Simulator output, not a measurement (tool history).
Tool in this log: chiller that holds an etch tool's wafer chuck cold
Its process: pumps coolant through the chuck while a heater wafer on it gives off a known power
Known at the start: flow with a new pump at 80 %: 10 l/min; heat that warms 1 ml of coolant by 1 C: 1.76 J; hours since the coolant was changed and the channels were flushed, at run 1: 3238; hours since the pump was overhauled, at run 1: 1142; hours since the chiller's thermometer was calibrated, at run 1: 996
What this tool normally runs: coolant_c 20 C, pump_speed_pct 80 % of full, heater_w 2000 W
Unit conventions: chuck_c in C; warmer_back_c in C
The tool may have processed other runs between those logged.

| run | hour | coolant_c | pump_speed_pct | heater_w | hours since the coolant was changed and the channels were flushed | hours since the pump was overhauled | hours since the chiller's thermometer was calibrated | chuck_c | warmer_back_c |
|---|---|---|---|---|---|---|---|---|---|
| 1 | 0 | 20 | 80 | 2000 | 3238 | 1142 | 996 | 42.8 | 6.96 |
| 2 | 76 | 20 | 80 | 2000 | 3314 | 1218 | 1072 | 42.7 | 6.85 |
| 3 | 114 | 20 | 80 | 2000 | 3352 | 1256 | 1110 | 42.8 | 7.01 |
| 4 | 164.4 | 12 | 80 | 2000 | 3403 | 1306 | 1160 | 34.8 | 6.9 |
| 5 | 232.9 | 20 | 80 | 2000 | 3471 | 1375 | 1229 | 42.8 | 6.93 |
| 6 | 298 | 20 | 80 | 2000 | 3536 | 1440 | 1294 | 43 | 6.86 |
| 7 | 364.4 | 20 | 80 | 2000 | 3603 | 1506 | 1360 | 43 | 6.88 |
| 8 | 436.8 | 18 | 80 | 2000 | 3675 | 1579 | 1432 | 41 | 6.93 |
| 9 | 487.3 | 17 | 80 | 2000 | 3726 | 1629 | 1483 | 40.1 | 6.89 |
|  | 494.5 | chiller's thermometer calibrated |
| 10 | 545.7 | 17 | 80 | 2000 | 3783 | 1686 | 51 | 40.1 | 6.98 |
| 11 | 602.8 | 20 | 80 | 2000 | 3840 | 1744 | 108 | 43.1 | 7.06 |
| 12 | 677.5 | 19 | 80 | 2000 | 3915 | 1818 | 183 | 42.1 | 6.93 |
| 13 | 728.6 | 27 | 80 | 2000 | 3966 | 1869 | 234 | 50.2 | 6.99 |
| 14 | 779 | 28 | 66 | 2000 | 4016 | 1920 | 285 | 54.6 | 8.43 |
|  | 811.1 | coolant changed, channels flushed |
|  | 818.1 | chiller's thermometer calibrated, once more |
| 15 | 841.4 | 19 | 78 | 2000 | 29 | 1975 | 23 | 40.4 | 7.2 |
| 16 | 909.1 | 20 | 95 | 1833 | 97 | 2043 | 91 | 37.3 | 5.36 |
| 17 | 944.9 | 26 | 97 | 1288 | 133 | 2079 | 127 | 37.7 | 3.7 |
| 18 | 981.6 | 26 | 97 | 1288 | 169 | 2115 | 164 | 38.1 | 3.68 |
| 19 | 1031.8 | 12 | 71 | 1289 | 220 | 2166 | 214 | 26.7 | 5.11 |
| 20 | 1082.8 | 12 | 71 | 1289 | 271 | 2217 | 265 | 26.8 | 4.98 |
| 21 | 1131.1 | 26 | 71 | 1289 | 319 | 2265 | 313 | 40.7 | 5.13 |

Predict each of these 3 candidate next runs independently; none follows another, all start after run 21:
| A | 1168.6 | 19 | 61 | 2889 | 356 | 2302 | 351 | ? | ? |
| B | 1168.6 | 29 | 73 | 2000 | 356 | 2302 | 351 | ? | ? |
| C | 1168.6 | 22 | 83 | 1018 | 356 | 2302 | 351 | ? | ? |

| run | chuck_c | warmer_back_c |
|---|---|---|
| A | 56.3 | 13.29 |
| B | 51.7 | 7.7 |
| C | 32.4 | 3.41 |
Without the tool's unlogged condition, the same runs would have read:
| run | chuck_c | warmer_back_c |
|---|---|---|
| A | 55.4 | 12.93 |
| B | 51.2 | 7.49 |
| C | 32.2 | 3.32 |

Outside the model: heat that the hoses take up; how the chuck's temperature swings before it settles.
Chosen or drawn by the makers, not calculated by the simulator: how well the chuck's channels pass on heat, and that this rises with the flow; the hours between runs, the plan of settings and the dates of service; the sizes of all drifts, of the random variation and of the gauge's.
